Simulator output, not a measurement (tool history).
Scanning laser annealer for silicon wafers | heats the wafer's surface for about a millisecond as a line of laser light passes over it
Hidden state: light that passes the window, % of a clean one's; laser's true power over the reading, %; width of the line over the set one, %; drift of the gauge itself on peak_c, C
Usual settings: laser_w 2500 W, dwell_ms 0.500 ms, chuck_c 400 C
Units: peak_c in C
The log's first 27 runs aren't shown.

run   hour  laser_w  dwell_ms  chuck_c  hours of work since the window was cleaned  hours of work since the power meter was calibrated  hours of work since the optics were aligned  peak_c
 28  421.9     2500     0.500      427                                          43                                                 274                                          553    1137
 29  436.1     2500     0.500      427                                          51                                                 282                                          561    1137
 30  449.8     2500     0.500      427                                          58                                                 289                                          568    1135
 31  468.1     2640     0.500      400                                          68                                                 299                                          578    1155
 32  486.7     2200     0.500      413                                          79                                                 310                                          589    1020
 33  500.2     2235     0.500      423                                          86                                                 317                                          596    1045
 34  520.6     2235     0.500      423                                          97                                                 328                                          607    1044
 35  542.6     2235     0.500      423                                         109                                                 340                                          619    1045
 36  552.8     2464     0.500      400                                         115                                                 346                                          625    1094
 37  568.8     2464     0.500      400                                         124                                                 355                                          634    1092
 38  578.9     2368     0.393      388                                         129                                                 360                                          639     967
 39  598.1     2462     0.500      386                                         140                                                 371                                          650    1076
 40  609.1     2462     0.500      386                                         146                                                 377                                          656    1077
 41  623.3     2462     0.500      386                                         153                                                 385                                          663    1072

4 ways to go on from here, each from the tool as it stands after run 41. What would each give?
  A  638.2     2462     0.396      386                                         162                                                 393                                          672       ?
  B  638.2     2155     0.406      430                                         162                                                 393                                          672       ?
  C  638.2     2462     0.441      386                                         162                                                 393                                          672       ?
  D  638.2     2197     0.501      406                                         162                                                 393                                          672       ?

run  peak_c
  A     992
  B     956
  C    1029
  D    1011
Without the tool's hidden state the same runs would have given:
run  peak_c
  A    1011
  B     972
  C    1049
  D    1030
